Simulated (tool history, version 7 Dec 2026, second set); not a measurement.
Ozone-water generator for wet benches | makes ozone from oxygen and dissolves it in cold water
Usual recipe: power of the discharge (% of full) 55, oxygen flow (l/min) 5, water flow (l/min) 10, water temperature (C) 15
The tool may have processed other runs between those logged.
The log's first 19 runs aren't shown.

run,hour,power of the discharge (% of full),oxygen flow (l/min),water flow (l/min),water temperature (C),dissolved ozone (ppm),ozone in the gas ahead of the water (g/m3)
20,671.2,87,4.57,10,7,55.3,312.8
21,704.1,87,4.57,11,11,48.1,314.6
22,748.2,87,3.66,8,11,58.7,338.4
23,771.9,87,3.66,8,11,58.4,339.8
24,809.1,87,3.66,8,11,58.8,336.1
25,838,87,3.66,8,11,58.7,340.2
26,883.4,55,2.97,10,15,29.7,243.6
27,928.1,55,2.97,10,15,29.7,241
28,953.5,55,2.55,12,13,24.9,253.8
29,979.7,78,2.71,14,16,29.4,341.1
30,1012,76,4.46,8,20,44.4,284.1
31,1045.6,43,3.32,9,15,26.2,188.3
32,1078.9,55,4.95,10,15,32,206.9
33,1101.7,55,4.79,13,20,24.3,206.5

Forecast each of these 4 alternatives for the next run:
# hour 1130: gauge calibrated
A,1130,55,7.07,11,9,?,?
# hour 1130: gauge calibrated
B,1130,55,5,6,15,?,?
# hour 1130: gauge calibrated
C,1130,55,5,10,17,?,?
# hour 1130: gauge calibrated
D,1130,43,5.06,16,20,?,?

run,dissolved ozone (ppm),ozone in the gas ahead of the water (g/m3)
A,34.7,176.4
B,43.2,198.1
C,31,199.8
D,16.9,159.6
Without the tool's unlogged condition, the same runs would have read:
run,dissolved ozone (ppm),ozone in the gas ahead of the water (g/m3)
A,34.8,176.5
B,43.2,198.3
C,31,199.9
D,16.9,159.7
